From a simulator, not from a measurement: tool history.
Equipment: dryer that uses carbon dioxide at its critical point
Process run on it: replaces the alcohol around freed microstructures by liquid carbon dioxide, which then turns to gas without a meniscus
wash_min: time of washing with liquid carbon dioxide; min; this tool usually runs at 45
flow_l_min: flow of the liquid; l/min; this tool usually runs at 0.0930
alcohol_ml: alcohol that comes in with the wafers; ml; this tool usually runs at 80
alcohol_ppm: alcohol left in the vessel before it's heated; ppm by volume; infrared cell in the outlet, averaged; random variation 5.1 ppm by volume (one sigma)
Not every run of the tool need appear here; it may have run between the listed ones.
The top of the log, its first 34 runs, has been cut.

Run 35, hour 467.4: usual settings but wash_min 59 min, flow_l_min 0.0602 l/min. Result: alcohol_ppm 412 ppm by volume.
Run 36, hour 485.6: usual settings but wash_min 59 min, flow_l_min 0.0602 l/min. Result: alcohol_ppm 420 ppm by volume.
Run 37, hour 494.8: usual settings but wash_min 32 min, flow_l_min 0.0823 l/min, alcohol_ml 38 ml. Result: alcohol_ppm 798 ppm by volume.
Run 38, hour 513.1: usual settings but wash_min 41 min, flow_l_min 0.1167 l/min, alcohol_ml 57 ml. Result: alcohol_ppm 168 ppm by volume.
Run 39, hour 527.8: usual settings but wash_min 28 min, flow_l_min 0.1169 l/min, alcohol_ml 102 ml. Result: alcohol_ppm 659 ppm by volume.
Run 40, hour 536.6: usual settings but wash_min 28 min, flow_l_min 0.1169 l/min, alcohol_ml 102 ml. Result: alcohol_ppm 661 ppm by volume.
Run 41, hour 554.8: usual settings but wash_min 28 min, flow_l_min 0.1169 l/min, alcohol_ml 102 ml. Result: alcohol_ppm 674 ppm by volume.
Run 42, hour 563.3: usual settings but wash_min 28 min, flow_l_min 0.1433 l/min, alcohol_ml 23 ml. Result: alcohol_ppm 175 ppm by volume.
Run 43, hour 574.2: usual settings but wash_min 28 min, flow_l_min 0.1433 l/min, alcohol_ml 23 ml. Result: alcohol_ppm 187 ppm by volume.
Run 44, hour 590.9: usual settings but wash_min 56 min, flow_l_min 0.0653 l/min, alcohol_ml 23 ml. Result: alcohol_ppm 234 ppm by volume.
At hour 601.3: inlet filter changed.
Run 45, hour 605.8: usual settings but wash_min 30 min, flow_l_min 0.1175 l/min, alcohol_ml 45 ml. Result: alcohol_ppm 253 ppm by volume.
Run 46, hour 621.0: usual settings but wash_min 32 min, flow_l_min 0.0561 l/min, alcohol_ml 58 ml. Result: alcohol_ppm 4174 ppm by volume.

Branching from run 46: 5 alternative next runs. What would each branch give?
Run A, hour 636.0: usual settings but wash_min 33 min, flow_l_min 0.0947 l/min. Result: alcohol_ppm ?.
Run B, hour 636.0: usual settings but wash_min 58 min, flow_l_min 0.0640 l/min, alcohol_ml 58 ml. Result: alcohol_ppm ?.
Run C, hour 636.0: usual settings but wash_min 51 min, alcohol_ml 51 ml. Result: alcohol_ppm ?.
Run D, hour 636.0: usual settings but flow_l_min 0.0984 l/min, alcohol_ml 105 ml. Result: alcohol_ppm ?.
Run E, hour 636.0: usual settings but wash_min 39 min, flow_l_min 0.0561 l/min, alcohol_ml 58 ml. Result: alcohol_ppm ?.

run  alcohol_ppm
  A          582
  B          269
  C          178
  D          203
  E         2175
Take away the tool's hidden state, keep each run's random variation, and the runs would have read:
run  alcohol_ppm
  A          408
  B          110
  C           17
  D           49
  E         1947
